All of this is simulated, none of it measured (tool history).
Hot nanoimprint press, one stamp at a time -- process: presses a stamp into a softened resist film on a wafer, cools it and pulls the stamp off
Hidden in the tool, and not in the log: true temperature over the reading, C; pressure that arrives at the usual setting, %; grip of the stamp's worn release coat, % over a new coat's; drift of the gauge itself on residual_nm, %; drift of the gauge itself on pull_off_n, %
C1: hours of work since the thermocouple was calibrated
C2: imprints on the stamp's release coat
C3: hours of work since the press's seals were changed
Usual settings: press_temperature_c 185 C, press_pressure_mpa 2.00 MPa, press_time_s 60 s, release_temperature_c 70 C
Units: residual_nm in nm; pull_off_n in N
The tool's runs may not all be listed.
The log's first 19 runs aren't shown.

{"run": 20, "hour": 1160.6, "press_temperature_c": 185, "press_pressure_mpa": 2.0, "press_time_s": 109, "release_temperature_c": 70, "C1": 114, "C2": 219, "C3": 111, "residual_nm": 117.1, "pull_off_n": 158}
{"run": 21, "hour": 1231.2, "press_temperature_c": 183, "press_pressure_mpa": 2.0, "press_time_s": 95, "release_temperature_c": 75, "C1": 151, "C2": 400, "C3": 148, "residual_nm": 128.9, "pull_off_n": 136}
{"run": 22, "hour": 1319.6, "press_temperature_c": 175, "press_pressure_mpa": 1.73, "press_time_s": 36, "release_temperature_c": 75, "C1": 198, "C2": 626, "C3": 195, "residual_nm": 203.3, "pull_off_n": 135}
{"run": 23, "hour": 1378.7, "press_temperature_c": 175, "press_pressure_mpa": 1.54, "press_time_s": 36, "release_temperature_c": 73, "C1": 230, "C2": 777, "C3": 227, "residual_nm": 209.2, "pull_off_n": 145}
{"run": 24, "hour": 1429.8, "press_temperature_c": 185, "press_pressure_mpa": 2.0, "press_time_s": 76, "release_temperature_c": 63, "C1": 257, "C2": 908, "C3": 254, "residual_nm": 131.7, "pull_off_n": 189}
{"run": 25, "hour": 1508.0, "press_temperature_c": 185, "press_pressure_mpa": 1.51, "press_time_s": 76, "release_temperature_c": 63, "C1": 298, "C2": 1108, "C3": 296, "residual_nm": 150.5, "pull_off_n": 188}
{"hour": 1528.9, "done": "plate thermocouple calibrated"}
{"run": 26, "hour": 1552.4, "press_temperature_c": 185, "press_pressure_mpa": 1.51, "press_time_s": 76, "release_temperature_c": 63, "C1": 12, "C2": 1214, "C3": 317, "residual_nm": 150.8, "pull_off_n": 188}
{"run": 27, "hour": 1590.7, "press_temperature_c": 196, "press_pressure_mpa": 3.06, "press_time_s": 57, "release_temperature_c": 71, "C1": 33, "C2": 1312, "C3": 338, "residual_nm": 91.4, "pull_off_n": 154}
{"hour": 1611.3, "done": "stamp cleaned and given a new release coat"}
{"run": 28, "hour": 1642.3, "press_temperature_c": 187, "press_pressure_mpa": 2.36, "press_time_s": 103, "release_temperature_c": 67, "C1": 57, "C2": 79, "C3": 362, "residual_nm": 104.9, "pull_off_n": 167}
{"run": 29, "hour": 1698.7, "press_temperature_c": 185, "press_pressure_mpa": 2.75, "press_time_s": 60, "release_temperature_c": 70, "C1": 87, "C2": 224, "C3": 392, "residual_nm": 121.9, "pull_off_n": 156}
{"run": 30, "hour": 1789.1, "press_temperature_c": 185, "press_pressure_mpa": 2.75, "press_time_s": 60, "release_temperature_c": 70, "C1": 135, "C2": 455, "C3": 440, "residual_nm": 122.2, "pull_off_n": 158}

Alternative continuations, all from the tool just after run 30; predict every row:
{"run": "A", "hour": 1860.7, "press_temperature_c": 191, "press_pressure_mpa": 2.05, "press_time_s": 73, "release_temperature_c": 70, "C1": 173, "C2": 638, "C3": 478, "residual_nm": "?", "pull_off_n": "?"}
{"run": "B", "hour": 1860.7, "press_temperature_c": 185, "press_pressure_mpa": 2.49, "press_time_s": 60, "release_temperature_c": 77, "C1": 173, "C2": 638, "C3": 478, "residual_nm": "?", "pull_off_n": "?"}
{"run": "C", "hour": 1860.7, "press_temperature_c": 177, "press_pressure_mpa": 1.22, "press_time_s": 73, "release_temperature_c": 70, "C1": 173, "C2": 638, "C3": 478, "residual_nm": "?", "pull_off_n": "?"}
{"run": "D", "hour": 1860.7, "press_temperature_c": 185, "press_pressure_mpa": 1.39, "press_time_s": 60, "release_temperature_c": 70, "C1": 173, "C2": 638, "C3": 478, "residual_nm": "?", "pull_off_n": "?"}

run=A residual_nm=116.4 pull_off_n=155
run=B residual_nm=128.4 pull_off_n=130
run=C residual_nm=192.3 pull_off_n=159
run=D residual_nm=167.1 pull_off_n=158
With the hidden condition removed and each run's random variation left untouched, the same runs would have given:
run=A residual_nm=113.9 pull_off_n=154
run=B residual_nm=125.6 pull_off_n=129
run=C residual_nm=188.2 pull_off_n=159
run=D residual_nm=163.4 pull_off_n=158
